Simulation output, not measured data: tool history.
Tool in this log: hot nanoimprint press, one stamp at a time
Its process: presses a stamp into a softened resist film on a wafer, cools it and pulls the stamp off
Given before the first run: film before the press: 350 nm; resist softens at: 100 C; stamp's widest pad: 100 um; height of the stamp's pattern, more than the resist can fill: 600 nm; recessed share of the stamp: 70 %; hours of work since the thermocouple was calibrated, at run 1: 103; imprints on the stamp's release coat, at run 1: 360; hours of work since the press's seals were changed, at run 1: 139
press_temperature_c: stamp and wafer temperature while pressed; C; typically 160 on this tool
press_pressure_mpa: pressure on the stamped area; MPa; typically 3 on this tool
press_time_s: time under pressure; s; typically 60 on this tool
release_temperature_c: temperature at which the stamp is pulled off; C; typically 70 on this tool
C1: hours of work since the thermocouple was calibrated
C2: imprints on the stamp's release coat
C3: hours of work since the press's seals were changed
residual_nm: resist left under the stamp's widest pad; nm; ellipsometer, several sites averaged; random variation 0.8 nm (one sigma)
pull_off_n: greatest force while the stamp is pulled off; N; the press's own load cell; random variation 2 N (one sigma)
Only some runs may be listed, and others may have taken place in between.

{"run": 1, "day": 0.0, "press_temperature_c": 160, "press_pressure_mpa": 3, "press_time_s": 60, "release_temperature_c": 70, "C1": 103, "C2": 360, "C3": 139, "residual_nm": 174.6, "pull_off_n": 98}
{"run": 2, "day": 0.317, "press_temperature_c": 160, "press_pressure_mpa": 3, "press_time_s": 60, "release_temperature_c": 70, "C1": 106, "C2": 376, "C3": 142, "residual_nm": 177, "pull_off_n": 100}
{"run": 3, "day": 0.588, "press_temperature_c": 160, "press_pressure_mpa": 3, "press_time_s": 60, "release_temperature_c": 70, "C1": 109, "C2": 389, "C3": 145, "residual_nm": 174.8, "pull_off_n": 97}
{"run": 4, "day": 0.971, "press_temperature_c": 160, "press_pressure_mpa": 3, "press_time_s": 60, "release_temperature_c": 70, "C1": 113, "C2": 407, "C3": 149, "residual_nm": 174.4, "pull_off_n": 96}
{"run": 5, "day": 1.183, "press_temperature_c": 160, "press_pressure_mpa": 3, "press_time_s": 60, "release_temperature_c": 70, "C1": 115, "C2": 417, "C3": 151, "residual_nm": 174.9, "pull_off_n": 94}
{"run": 6, "day": 1.5, "press_temperature_c": 160, "press_pressure_mpa": 3, "press_time_s": 60, "release_temperature_c": 70, "C1": 118, "C2": 432, "C3": 154, "residual_nm": 175.7, "pull_off_n": 97}
{"run": 7, "day": 1.7, "press_temperature_c": 160, "press_pressure_mpa": 3, "press_time_s": 106, "release_temperature_c": 70, "C1": 120, "C2": 442, "C3": 156, "residual_nm": 143.5, "pull_off_n": 96}
{"run": 8, "day": 1.879, "press_temperature_c": 160, "press_pressure_mpa": 3, "press_time_s": 106, "release_temperature_c": 70, "C1": 122, "C2": 451, "C3": 158, "residual_nm": 142.8, "pull_off_n": 96}
{"run": 9, "day": 2.183, "press_temperature_c": 160, "press_pressure_mpa": 3, "press_time_s": 60, "release_temperature_c": 70, "C1": 125, "C2": 465, "C3": 161, "residual_nm": 175.4, "pull_off_n": 98}
{"run": 10, "day": 2.412, "press_temperature_c": 160, "press_pressure_mpa": 3, "press_time_s": 48, "release_temperature_c": 70, "C1": 128, "C2": 476, "C3": 164, "residual_nm": 188.8, "pull_off_n": 99}
{"run": 11, "day": 2.804, "press_temperature_c": 160, "press_pressure_mpa": 3, "press_time_s": 60, "release_temperature_c": 68, "C1": 132, "C2": 495, "C3": 168, "residual_nm": 174.9, "pull_off_n": 103}
{"run": 12, "day": 3.008, "press_temperature_c": 160, "press_pressure_mpa": 4.47, "press_time_s": 60, "release_temperature_c": 70, "C1": 134, "C2": 505, "C3": 170, "residual_nm": 143.2, "pull_off_n": 95}
{"run": 13, "day": 3.346, "press_temperature_c": 158, "press_pressure_mpa": 3, "press_time_s": 44, "release_temperature_c": 73, "C1": 138, "C2": 521, "C3": 174, "residual_nm": 214.8, "pull_off_n": 91}
{"run": 14, "day": 3.688, "press_temperature_c": 163, "press_pressure_mpa": 3.82, "press_time_s": 44, "release_temperature_c": 69, "C1": 141, "C2": 537, "C3": 177, "residual_nm": 146.1, "pull_off_n": 97}
{"run": 15, "day": 4.071, "press_temperature_c": 163, "press_pressure_mpa": 3.82, "press_time_s": 44, "release_temperature_c": 69, "C1": 145, "C2": 556, "C3": 181, "residual_nm": 145.9, "pull_off_n": 93}
{"run": 16, "day": 4.246, "press_temperature_c": 149, "press_pressure_mpa": 3.82, "press_time_s": 79, "release_temperature_c": 69, "C1": 147, "C2": 564, "C3": 183, "residual_nm": 253.8, "pull_off_n": 102}
{"run": 17, "day": 4.479, "press_temperature_c": 155, "press_pressure_mpa": 2.29, "press_time_s": 57, "release_temperature_c": 62, "C1": 149, "C2": 575, "C3": 185, "residual_nm": 253.4, "pull_off_n": 109}
{"run": 18, "day": 4.838, "press_temperature_c": 155, "press_pressure_mpa": 4.52, "press_time_s": 57, "release_temperature_c": 62, "C1": 153, "C2": 593, "C3": 189, "residual_nm": 193.2, "pull_off_n": 108}
{"run": 19, "day": 5.162, "press_temperature_c": 161, "press_pressure_mpa": 3, "press_time_s": 60, "release_temperature_c": 74, "C1": 156, "C2": 608, "C3": 193, "residual_nm": 165.5, "pull_off_n": 92}
{"run": 20, "day": 5.462, "press_temperature_c": 170, "press_pressure_mpa": 1.94, "press_time_s": 41, "release_temperature_c": 57, "C1": 160, "C2": 623, "C3": 196, "residual_nm": 146.1, "pull_off_n": 119}
{"run": 21, "day": 5.662, "press_temperature_c": 170, "press_pressure_mpa": 1.94, "press_time_s": 41, "release_temperature_c": 57, "C1": 162, "C2": 632, "C3": 198, "residual_nm": 146.3, "pull_off_n": 120}
{"run": 22, "day": 5.862, "press_temperature_c": 151, "press_pressure_mpa": 3.59, "press_time_s": 47, "release_temperature_c": 70, "C1": 164, "C2": 642, "C3": 200, "residual_nm": 267.1, "pull_off_n": 99}
{"run": 23, "day": 6.083, "press_temperature_c": 157, "press_pressure_mpa": 1.82, "press_time_s": 47, "release_temperature_c": 78, "C1": 166, "C2": 652, "C3": 202, "residual_nm": 261.8, "pull_off_n": 81}

Alternative continuations, all from the tool just after run 23; predict every row:
{"run": "A", "day": 6.479, "press_temperature_c": 164, "press_pressure_mpa": 3.28, "press_time_s": 47, "release_temperature_c": 78, "C1": 170, "C2": 671, "C3": 206, "residual_nm": "?", "pull_off_n": "?"}
{"run": "B", "day": 6.479, "press_temperature_c": 160, "press_pressure_mpa": 3, "press_time_s": 57, "release_temperature_c": 70, "C1": 170, "C2": 671, "C3": 206, "residual_nm": "?", "pull_off_n": "?"}
{"run": "C", "day": 6.479, "press_temperature_c": 160, "press_pressure_mpa": 1.88, "press_time_s": 33, "release_temperature_c": 70, "C1": 170, "C2": 671, "C3": 206, "residual_nm": "?", "pull_off_n": "?"}

run=A residual_nm=146.5 pull_off_n=80
run=B residual_nm=177.8 pull_off_n=98
run=C residual_nm=250.7 pull_off_n=96
Without the tool's hidden state the same runs would have given:
run=A residual_nm=146.7 pull_off_n=79
run=B residual_nm=178 pull_off_n=97
run=C residual_nm=251 pull_off_n=95
